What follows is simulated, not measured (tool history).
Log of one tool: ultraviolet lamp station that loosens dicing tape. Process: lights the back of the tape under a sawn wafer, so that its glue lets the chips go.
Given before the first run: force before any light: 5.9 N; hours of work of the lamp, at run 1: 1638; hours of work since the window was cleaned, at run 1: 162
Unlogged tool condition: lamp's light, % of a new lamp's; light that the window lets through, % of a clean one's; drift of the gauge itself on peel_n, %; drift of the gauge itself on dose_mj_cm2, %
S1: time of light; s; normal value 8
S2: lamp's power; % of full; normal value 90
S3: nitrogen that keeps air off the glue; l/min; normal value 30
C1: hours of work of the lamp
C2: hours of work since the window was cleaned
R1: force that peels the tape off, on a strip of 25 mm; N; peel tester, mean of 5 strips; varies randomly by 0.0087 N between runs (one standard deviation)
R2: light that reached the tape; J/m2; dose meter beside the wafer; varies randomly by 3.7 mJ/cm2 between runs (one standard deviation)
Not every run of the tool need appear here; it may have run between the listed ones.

run 1 hour=0.0 | S1=8 S2=90 S3=30 | C1=1638 C2=162 | R1=0.359 R2=6090
run 2 hour=47.2 | S1=8 S2=90 S3=30 | C1=1666 C2=190 | R1=0.354 R2=6140
run 3 hour=128.0 | S1=8 S2=82 S3=30 | C1=1714 C2=238 | R1=0.439 R2=5630
-- hour=193.9 lamp changed
run 4 hour=216.0 | S1=8 S2=82 S3=30 | C1=13 C2=290 | R1=0.431 R2=5630
run 5 hour=259.3 | S1=8 S2=82 S3=30 | C1=39 C2=315 | R1=0.441 R2=5640
run 6 hour=304.4 | S1=8 S2=82 S3=30 | C1=66 C2=342 | R1=0.458 R2=5610
run 7 hour=377.1 | S1=8 S2=70 S3=30 | C1=109 C2=385 | R1=0.573 R2=4790
run 8 hour=417.9 | S1=9 S2=70 S3=30 | C1=133 C2=409 | R1=0.457 R2=5430
run 9 hour=489.0 | S1=9 S2=70 S3=30 | C1=175 C2=452 | R1=0.462 R2=5350
run 10 hour=535.4 | S1=9 S2=70 S3=30 | C1=203 C2=479 | R1=0.461 R2=5370
-- hour=583.9 window cleaned of glue's vapour
run 11 hour=594.7 | S1=8 S2=90 S3=30 | C1=238 C2=6 | R1=0.350 R2=6150
run 12 hour=682.4 | S1=5 S2=90 S3=30 | C1=290 C2=58 | R1=0.858 R2=3830
run 13 hour=733.3 | S1=5 S2=90 S3=30 | C1=320 C2=89 | R1=0.895 R2=3800
run 14 hour=788.4 | S1=4 S2=90 S3=30 | C1=352 C2=121 | R1=1.263 R2=3060
run 15 hour=826.4 | S1=4 S2=90 S3=30 | C1=375 C2=144 | R1=1.224 R2=3060
run 16 hour=901.1 | S1=4 S2=90 S3=30 | C1=419 C2=188 | R1=1.217 R2=3070
run 17 hour=941.6 | S1=4 S2=90 S3=30 | C1=443 C2=212 | R1=1.255 R2=3010
run 18 hour=1014.1 | S1=4 S2=90 S3=30 | C1=486 C2=255 | R1=1.249 R2=3030
run 19 hour=1072.4 | S1=4 S2=90 S3=30 | C1=521 C2=290 | R1=1.258 R2=3050
run 20 hour=1144.6 | S1=8 S2=90 S3=55 | C1=564 C2=333 | R1=0.257 R2=6150
run 21 hour=1208.2 | S1=8 S2=90 S3=30 | C1=602 C2=370 | R1=0.365 R2=6070
run 22 hour=1266.0 | S1=8 S2=90 S3=30 | C1=636 C2=405 | R1=0.346 R2=6030

Run 23 has not been measured yet. What should we expect?
run 23 hour=1307.0 | S1=8 S2=90 S3=30 | C1=660 C2=429 | R1=? R2=?

Run 23 produced R1 0.359 N, R2 6060 J/m2.
Had the tool carried no hidden state, the very same run would have given R1 0.358 N, R2 6210 J/m2.

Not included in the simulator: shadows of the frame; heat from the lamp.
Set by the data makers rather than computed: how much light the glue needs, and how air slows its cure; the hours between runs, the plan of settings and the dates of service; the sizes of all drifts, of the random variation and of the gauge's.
